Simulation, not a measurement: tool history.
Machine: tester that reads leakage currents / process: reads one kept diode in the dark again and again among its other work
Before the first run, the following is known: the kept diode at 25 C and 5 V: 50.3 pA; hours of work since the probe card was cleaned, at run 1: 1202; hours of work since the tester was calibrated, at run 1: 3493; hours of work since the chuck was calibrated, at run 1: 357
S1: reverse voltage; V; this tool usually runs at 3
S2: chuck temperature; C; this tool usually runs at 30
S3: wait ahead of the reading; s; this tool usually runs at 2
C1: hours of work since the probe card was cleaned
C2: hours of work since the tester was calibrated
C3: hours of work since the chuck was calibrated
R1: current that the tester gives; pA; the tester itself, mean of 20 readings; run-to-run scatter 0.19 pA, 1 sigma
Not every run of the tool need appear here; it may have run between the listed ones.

run	day	S1	S2	S3	C1	C2	C3	R1
1	0	3	30	2	1202	3493	357	64.11
2	8.6	3	30	2	1349	3640	504	65.33
3	17.304	3	30	2	1498	3789	653	67.1
# day 19.504: chuck's temperature calibrated
4	23.042	3	30	2	1595	3886	61	61.45
5	33.5	3	30	2	1774	4065	240	62.95
6	37.85	3	30	2	1848	4139	314	63.78
# day 43.462: tester calibrated
7	46.479	3	22	2	1994	52	460	38.82
# day 54.392: probe card cleaned and baked
8	54.392	3	22	1.05	0	185	594	35.38
# day 59.792: chuck's temperature calibrated
9	63.879	3	22	1.05	161	346	70	33.67
10	68.954	5.08	22	1.05	248	433	157	43.17
11	79.538	3	30	2	429	614	338	63.69
12	88.042	3	47	2	575	760	484	211.53
13	94.625	19.89	30	2	687	872	596	153.16
# day 100.133: chuck's temperature calibrated
14	101.804	3.46	30	2	809	994	29	65.91
15	112.262	3.46	30	2	988	1173	208	67.96
16	117.262	3.46	30	2	1074	1258	293	69.16
17	126.008	3.46	30	2	1223	1408	443	70.55
18	134.688	3.46	30	2	1372	1557	592	72.12
# day 140.221: chuck's temperature calibrated
19	140.904	3.46	30	2	1477	1662	12	66.85
20	146.4	3.46	30	2	1571	1756	106	67.53
21	156.225	5.49	29	0.34	1739	1924	274	83.52
22	164.071	5.49	49	1.16	1873	2058	408	308.7
23	172.617	5.49	49	1.16	2020	2205	555	314.62
# day 178.942: probe card cleaned and baked
# day 180.925: chuck's temperature calibrated
24	183.242	4.07	30	2	72	2383	40	68.42
25	189.454	3	35	2	179	2489	146	87.81
26	199.2	2.11	22	1.12	345	2656	313	29.99
27	207.912	4.75	32	2.05	495	2805	462	91.07
28	217.858	4.75	32	2.05	665	2976	632	92.54
# day 221.046: chuck's temperature calibrated
29	225.679	4.75	32	2.05	797	3108	79	86.68
30	234.242	1.31	27	0.94	944	3255	226	36.05
31	242.279	1.31	27	0.94	1082	3392	364	36.58
32	247.425	6.35	22	3.92	1170	3480	452	51.96
33	254.079	6.35	22	3.92	1283	3594	566	53.03

Predict the results of run 34:
34	259.008	6.35	22	3.92	1368	3679	650	?

Run 34 yielded R1 53.85 pA.
The same run, on a tool lacking any hidden state, would have yielded R1 44.5 pA.
